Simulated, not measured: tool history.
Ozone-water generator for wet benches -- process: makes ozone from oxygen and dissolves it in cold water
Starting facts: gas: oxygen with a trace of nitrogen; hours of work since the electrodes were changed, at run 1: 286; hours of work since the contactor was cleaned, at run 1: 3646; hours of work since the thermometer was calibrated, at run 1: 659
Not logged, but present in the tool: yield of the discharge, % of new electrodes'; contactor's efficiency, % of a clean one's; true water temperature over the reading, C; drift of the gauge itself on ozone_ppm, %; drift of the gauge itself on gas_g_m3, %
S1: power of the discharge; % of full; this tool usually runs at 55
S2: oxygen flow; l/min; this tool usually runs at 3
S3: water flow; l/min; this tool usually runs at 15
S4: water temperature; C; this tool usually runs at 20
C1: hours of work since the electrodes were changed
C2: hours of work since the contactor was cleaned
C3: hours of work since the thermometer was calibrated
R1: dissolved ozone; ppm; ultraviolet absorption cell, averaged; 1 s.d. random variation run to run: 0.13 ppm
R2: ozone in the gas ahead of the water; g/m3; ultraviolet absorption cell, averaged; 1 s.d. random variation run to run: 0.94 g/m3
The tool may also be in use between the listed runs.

Run 1, hour 0: usual settings; C1 286; C2 3646; C3 659. Result: R1 15.1 ppm, R2 161 g/m3.
Run 2, hour 103.7: usual settings; C1 373; C2 3733; C3 747. Result: R1 15 ppm, R2 159.4 g/m3.
Run 3, hour 189.5: usual settings but S2 2.19 l/min; C1 446; C2 3805; C3 819. Result: R1 14.7 ppm, R2 191.4 g/m3.
Run 4, hour 240.6: usual settings but S2 2.07 l/min; C1 489; C2 3849; C3 862. Result: R1 14.5 ppm, R2 198.4 g/m3.
Run 5, hour 331: usual settings; C1 565; C2 3925; C3 938. Result: R1 14.8 ppm, R2 161.2 g/m3.
Run 6, hour 382.4: usual settings; C1 609; C2 3968; C3 982. Result: R1 14.8 ppm, R2 158.9 g/m3.
Run 7, hour 448.5: usual settings; C1 664; C2 4024; C3 1038. Result: R1 15.1 ppm, R2 157.2 g/m3.
Run 8, hour 542.9: usual settings but S3 21 l/min; C1 744; C2 4104; C3 1117. Result: R1 10.8 ppm, R2 158.6 g/m3.
Run 9, hour 594.4: usual settings but S3 21 l/min; C1 787; C2 4147; C3 1161. Result: R1 10.7 ppm, R2 156.4 g/m3.
Run 10, hour 657.5: usual settings but S3 21 l/min; C1 841; C2 4200; C3 1214. Result: R1 10.7 ppm, R2 157.6 g/m3.
Run 11, hour 763.9: usual settings but S3 21 l/min; C1 930; C2 4290; C3 1304. Result: R1 10.7 ppm, R2 157.9 g/m3.
Run 12, hour 820.2: usual settings; C1 978; C2 4337; C3 1351. Result: R1 14.8 ppm, R2 158.6 g/m3.
Run 13, hour 927.5: usual settings but S4 21 C; C1 1068; C2 4428; C3 1442. Result: R1 15 ppm, R2 156.9 g/m3.
Run 14, hour 996.9: usual settings but S4 21 C; C1 1127; C2 4486; C3 1500. Result: R1 14.8 ppm, R2 154.8 g/m3.
Run 15, hour 1058.7: usual settings but S4 21 C; C1 1179; C2 4539; C3 1552. Result: R1 14.6 ppm, R2 156.5 g/m3.
Run 16, hour 1142.2: usual settings but S4 21 C; C1 1249; C2 4609; C3 1623. Result: R1 14.8 ppm, R2 157.3 g/m3.
Run 17, hour 1211.2: usual settings but S4 21 C; C1 1308; C2 4667; C3 1681. Result: R1 14.9 ppm, R2 156 g/m3.
Run 18, hour 1318: usual settings but S1 57 % of full, S3 14 l/min; C1 1398; C2 4757; C3 1771. Result: R1 16.2 ppm, R2 159.9 g/m3.
Run 19, hour 1393.9: usual settings but S1 57 % of full, S2 1.57 l/min, S3 11 l/min, S4 13 C; C1 1462; C2 4821; C3 1835. Result: R1 21.3 ppm, R2 236.4 g/m3.
Run 20, hour 1499.2: usual settings but S1 70 % of full, S2 1.84 l/min, S3 21 l/min, S4 15 C; C1 1551; C2 4910; C3 1924. Result: R1 11.9 ppm, R2 245.1 g/m3.
Run 21, hour 1559: usual settings but S1 86 % of full, S2 4.17 l/min, S3 9 l/min, S4 22 C; C1 1601; C2 4961; C3 1974. Result: R1 27.5 ppm, R2 173 g/m3.
Run 22, hour 1631.2: usual settings but S1 86 % of full, S2 4.17 l/min, S3 9 l/min, S4 22 C; C1 1662; C2 5021; C3 2035. Result: R1 27.8 ppm, R2 171.7 g/m3.
Run 23, hour 1698.2: usual settings but S2 2.35 l/min; C1 1718; C2 5078; C3 2092. Result: R1 14.7 ppm, R2 181.7 g/m3.
Run 24, hour 1769.9: usual settings but S1 99 % of full, S2 3.68 l/min; C1 1779; C2 5138; C3 2152. Result: R1 22.4 ppm, R2 205.6 g/m3.
Run 25, hour 1828.2: usual settings but S2 3.01 l/min, S3 9 l/min, S4 13 C; C1 1828; C2 5188; C3 2201. Result: R1 25.2 ppm, R2 154.2 g/m3.
At hour 1859.8: gauge calibrated.
Run 26, hour 1888.9: usual settings but S1 57 % of full, S2 3.01 l/min, S3 9 l/min, S4 13 C; C1 1879; C2 5239; C3 2252. Result: R1 26.1 ppm, R2 164.3 g/m3.
Run 27, hour 1949: usual settings but S4 17 C; C1 1930; C2 5289; C3 2303. Result: R1 15.2 ppm, R2 160.2 g/m3.
Run 28, hour 2012.9: usual settings but S2 1.68 l/min, S4 16 C; C1 1984; C2 5343; C3 2357. Result: R1 14.9 ppm, R2 223.9 g/m3.
Run 29, hour 2122: usual settings but S2 3.27 l/min, S4 16 C; C1 2076; C2 5435; C3 2449. Result: R1 15.5 ppm, R2 150.8 g/m3.
Run 30, hour 2167.8: usual settings but S2 3.27 l/min, S4 16 C; C1 2114; C2 5474; C3 2488. Result: R1 15.8 ppm, R2 149 g/m3.
Run 31, hour 2249.7: usual settings but S2 2.96 l/min, S4 17 C; C1 2183; C2 5543; C3 2557. Result: R1 15.3 ppm, R2 160 g/m3.
Run 32, hour 2313.8: usual settings but S2 2.96 l/min, S4 17 C; C1 2238; C2 5597; C3 2611. Result: R1 15.4 ppm, R2 160.4 g/m3.
Run 33, hour 2399.5: usual settings but S1 58 % of full, S2 2.5 l/min, S3 10 l/min, S4 17 C; C1 2310; C2 5669; C3 2683. Result: R1 22.9 ppm, R2 183.5 g/m3.
Run 34, hour 2480.8: usual settings but S1 58 % of full, S2 2.5 l/min, S3 10 l/min, S4 17 C; C1 2378; C2 5738; C3 2752. Result: R1 22.9 ppm, R2 183.8 g/m3.

The same runs without the tool's hidden state, with the same run-to-run variation:
run     R2
  1    161
  2  159.7
  3    192
  4  199.2
  5    162
  6  159.9
  7  158.4
  8    160
  9    158
 10  159.3
 11  159.8
 12  160.7
 13  159.3
 14  157.3
 15  159.3
 16  160.3
 17  159.2
 18  163.4
 19  241.9
 20  251.2
 21  177.5
 22  176.3
 23  186.8
 24  211.6
 25  158.9
 26  164.4
 27  160.5
 28  224.5
 29  151.5
 30  149.7
 31    161
 32  161.6
 33  185.2
 34  185.7
R1: within 0.1 ppm of the measured result in every run.
